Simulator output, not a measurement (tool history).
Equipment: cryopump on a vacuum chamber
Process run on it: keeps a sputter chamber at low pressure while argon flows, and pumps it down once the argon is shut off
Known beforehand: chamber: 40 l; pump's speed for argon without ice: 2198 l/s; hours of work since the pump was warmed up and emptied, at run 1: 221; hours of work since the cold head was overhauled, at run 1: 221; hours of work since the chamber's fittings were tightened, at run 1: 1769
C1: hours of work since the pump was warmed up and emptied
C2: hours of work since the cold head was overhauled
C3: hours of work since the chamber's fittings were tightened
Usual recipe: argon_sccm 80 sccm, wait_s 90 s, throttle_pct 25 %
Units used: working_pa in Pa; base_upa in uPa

run 1 day=0 | argon_sccm=80 wait_s=90 throttle_pct=25 | C1=221 C2=221 C3=1769 | working_pa=0.2493 base_upa=0.71
run 2 day=0.542 | argon_sccm=80 wait_s=90 throttle_pct=25 | C1=227 C2=227 C3=1775 | working_pa=0.2525 base_upa=0.76
run 3 day=1.192 | argon_sccm=80 wait_s=44 throttle_pct=25 | C1=234 C2=234 C3=1782 | working_pa=0.2482 base_upa=1.23
run 4 day=2.012 | argon_sccm=80 wait_s=44 throttle_pct=25 | C1=243 C2=243 C3=1791 | working_pa=0.2505 base_upa=1.23
run 5 day=3.088 | argon_sccm=80 wait_s=90 throttle_pct=36 | C1=255 C2=255 C3=1804 | working_pa=0.176 base_upa=0.74
run 6 day=4.096 | argon_sccm=80 wait_s=90 throttle_pct=36 | C1=267 C2=267 C3=1815 | working_pa=0.1764 base_upa=0.79
run 7 day=4.912 | argon_sccm=80 wait_s=90 throttle_pct=36 | C1=276 C2=276 C3=1824 | working_pa=0.1766 base_upa=0.75
run 8 day=5.804 | argon_sccm=80 wait_s=90 throttle_pct=36 | C1=286 C2=286 C3=1834 | working_pa=0.1772 base_upa=0.78
run 9 day=6.621 | argon_sccm=80 wait_s=90 throttle_pct=39 | C1=295 C2=295 C3=1843 | working_pa=0.1651 base_upa=0.74
run 10 day=7.188 | argon_sccm=80 wait_s=90 throttle_pct=39 | C1=301 C2=301 C3=1850 | working_pa=0.1642 base_upa=0.76
run 11 day=7.925 | argon_sccm=80 wait_s=90 throttle_pct=39 | C1=310 C2=310 C3=1858 | working_pa=0.1653 base_upa=0.75
run 12 day=8.717 | argon_sccm=127 wait_s=90 throttle_pct=25 | C1=319 C2=319 C3=1867 | working_pa=0.4015 base_upa=0.75
run 13 day=9.904 | argon_sccm=80 wait_s=90 throttle_pct=25 | C1=332 C2=332 C3=1880 | working_pa=0.2523 base_upa=0.77
run 14 day=10.417 | argon_sccm=80 wait_s=90 throttle_pct=17 | C1=338 C2=338 C3=1886 | working_pa=0.3679 base_upa=0.8
run 15 day=10.975 | argon_sccm=80 wait_s=90 throttle_pct=17 | C1=344 C2=344 C3=1892 | working_pa=0.369 base_upa=0.76
run 16 day=11.467 | argon_sccm=80 wait_s=90 throttle_pct=17 | C1=349 C2=349 C3=1897 | working_pa=0.3704 base_upa=0.75
run 17 day=11.962 | argon_sccm=32 wait_s=90 throttle_pct=25 | C1=355 C2=355 C3=1903 | working_pa=0.1007 base_upa=0.77
run 18 day=12.654 | argon_sccm=35 wait_s=111 throttle_pct=44 | C1=363 C2=363 C3=1911 | working_pa=0.0651 base_upa=0.68
run 19 day=13.55 | argon_sccm=35 wait_s=111 throttle_pct=44 | C1=373 C2=373 C3=1921 | working_pa=0.0649 base_upa=0.68
run 20 day=14.533 | argon_sccm=35 wait_s=111 throttle_pct=44 | C1=384 C2=384 C3=1932 | working_pa=0.0645 base_upa=0.7
run 21 day=15.512 | argon_sccm=35 wait_s=111 throttle_pct=44 | C1=395 C2=395 C3=1943 | working_pa=0.0647 base_upa=0.67
run 22 day=16.629 | argon_sccm=35 wait_s=111 throttle_pct=44 | C1=407 C2=407 C3=1955 | working_pa=0.0653 base_upa=0.69
run 23 day=17.508 | argon_sccm=73 wait_s=111 throttle_pct=40 | C1=417 C2=417 C3=1965 | working_pa=0.1481 base_upa=0.73
run 24 day=18.154 | argon_sccm=73 wait_s=111 throttle_pct=40 | C1=424 C2=424 C3=1972 | working_pa=0.1498 base_upa=0.69
run 25 day=19.233 | argon_sccm=73 wait_s=111 throttle_pct=40 | C1=436 C2=436 C3=1985 | working_pa=0.1481 base_upa=0.71
run 26 day=20.296 | argon_sccm=32 wait_s=38 throttle_pct=33 | C1=448 C2=448 C3=1996 | working_pa=0.0773 base_upa=1.39
run 27 day=20.8 | argon_sccm=32 wait_s=38 throttle_pct=33 | C1=454 C2=454 C3=2002 | working_pa=0.0784 base_upa=1.4
run 28 day=21.933 | argon_sccm=106 wait_s=29 throttle_pct=29 | C1=467 C2=467 C3=2015 | working_pa=0.2917 base_upa=1.71
run 29 day=22.575 | argon_sccm=106 wait_s=53 throttle_pct=53 | C1=474 C2=474 C3=2022 | working_pa=0.1675 base_upa=1.09
run 30 day=23.196 | argon_sccm=106 wait_s=53 throttle_pct=53 | C1=481 C2=481 C3=2029 | working_pa=0.1672 base_upa=1.11
run 31 day=23.975 | argon_sccm=105 wait_s=26 throttle_pct=47 | C1=490 C2=490 C3=2038 | working_pa=0.1859 base_upa=1.85
run 32 day=24.712 | argon_sccm=105 wait_s=26 throttle_pct=47 | C1=498 C2=498 C3=2046 | working_pa=0.1869 base_upa=1.95
run 33 day=25.396 | argon_sccm=105 wait_s=26 throttle_pct=47 | C1=506 C2=506 C3=2054 | working_pa=0.1871 base_upa=1.87

Table of differences, measured result less the result of that run with no hidden state. Run-to-run variation is the same in both. Gauge scatter possibly is not:
Unlogged tool condition in this case: pump's speed, % of a pump's without ice; cold plate's temperature, K; leak into the chamber, uPa l/s; drift of the gauge itself on working_pa, %; drift of the gauge itself on base_upa, %.
run=1 working_pa=+0.0044 base_upa=+0.16
run=2 working_pa=+0.0047 base_upa=+0.16
run=3 working_pa=+0.0047 base_upa=+0.16
run=4 working_pa=+0.005 base_upa=+0.16
run=5 working_pa=+0.0053 base_upa=+0.17
run=6 working_pa=+0.0055 base_upa=+0.17
run=7 working_pa=+0.0058 base_upa=+0.17
run=8 working_pa=+0.006 base_upa=+0.18
run=9 working_pa=+0.0063 base_upa=+0.18
run=10 working_pa=+0.0064 base_upa=+0.18
run=11 working_pa=+0.0066 base_upa=+0.17
run=12 working_pa=+0.0108 base_upa=+0.18
run=13 working_pa=+0.0071 base_upa=+0.19
run=14 working_pa=+0.0072 base_upa=+0.19
run=15 working_pa=+0.0073 base_upa=+0.18
run=16 working_pa=+0.0075 base_upa=+0.19
run=17 working_pa=+0.003 base_upa=+0.18
run=18 working_pa=+0.0035 base_upa=+0.18
run=19 working_pa=+0.0036 base_upa=+0.19
run=20 working_pa=+0.0037 base_upa=+0.19
run=21 working_pa=+0.0038 base_upa=+0.19
run=22 working_pa=+0.0039 base_upa=+0.2
run=23 working_pa=+0.0083 base_upa=+0.21
run=24 working_pa=+0.0085 base_upa=+0.19
run=25 working_pa=+0.0088 base_upa=+0.21
run=26 working_pa=+0.0039 base_upa=+0.2
run=27 working_pa=+0.004 base_upa=+0.21
run=28 working_pa=+0.0137 base_upa=+0.21
run=29 working_pa=+0.0141 base_upa=+0.21
run=30 working_pa=+0.0144 base_upa=+0.21
run=31 working_pa=+0.0146 base_upa=+0.22
run=32 working_pa=+0.0149 base_upa=+0.22
run=33 working_pa=+0.0153 base_upa=+0.22
